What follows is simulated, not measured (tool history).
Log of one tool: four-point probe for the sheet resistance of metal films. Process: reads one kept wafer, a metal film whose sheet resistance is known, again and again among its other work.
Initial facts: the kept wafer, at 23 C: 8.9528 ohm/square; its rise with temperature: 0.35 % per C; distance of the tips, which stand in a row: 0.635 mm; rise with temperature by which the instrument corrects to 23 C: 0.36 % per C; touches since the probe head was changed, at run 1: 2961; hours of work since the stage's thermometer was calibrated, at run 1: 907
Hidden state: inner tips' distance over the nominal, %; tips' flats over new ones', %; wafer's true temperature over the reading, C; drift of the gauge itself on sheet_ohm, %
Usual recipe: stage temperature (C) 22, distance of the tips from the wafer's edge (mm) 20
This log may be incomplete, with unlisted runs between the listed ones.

run	hour	stage temperature (C)	distance of the tips from the wafer's edge (mm)	touches since the probe head was changed	hours of work since the stage's thermometer was calibrated	sheet resistance as the instrument gives it (ohm/square)
1	0.0	22	20	2961	907	8.954094
2	15.6	22	20	3146	915	8.954488
3	22.6	22	20	3230	919	8.953697
4	37.0	22	20	3401	927	8.955852
5	49.4	22	20	3549	934	8.952753
6	63.1	23	26	3713	942	8.951476
7	73.5	20	35	3837	948	8.951814
8	86.1	20	20	3987	955	8.954417
9	94.7	25	7	4089	960	8.981262
10	101.3	20	20	4167	963	8.955424

A few steps of sheet resistance as the instrument gives it (ohm/square) between consecutive runs. Split each: what settings, incoming material and random variation would produce without the hidden state, and what is left over for the hidden state, along with gauge scatter present in only one of the two compared results (measured, and without hidden state):
Run 8 -> 9: stage temperature (C) 20 -> 25, distance of the tips from the wafer's edge (mm) 20 -> 7. sheet resistance as the instrument gives it (ohm/square) +0.026845: hidden state -0.000154, all else +0.026999.

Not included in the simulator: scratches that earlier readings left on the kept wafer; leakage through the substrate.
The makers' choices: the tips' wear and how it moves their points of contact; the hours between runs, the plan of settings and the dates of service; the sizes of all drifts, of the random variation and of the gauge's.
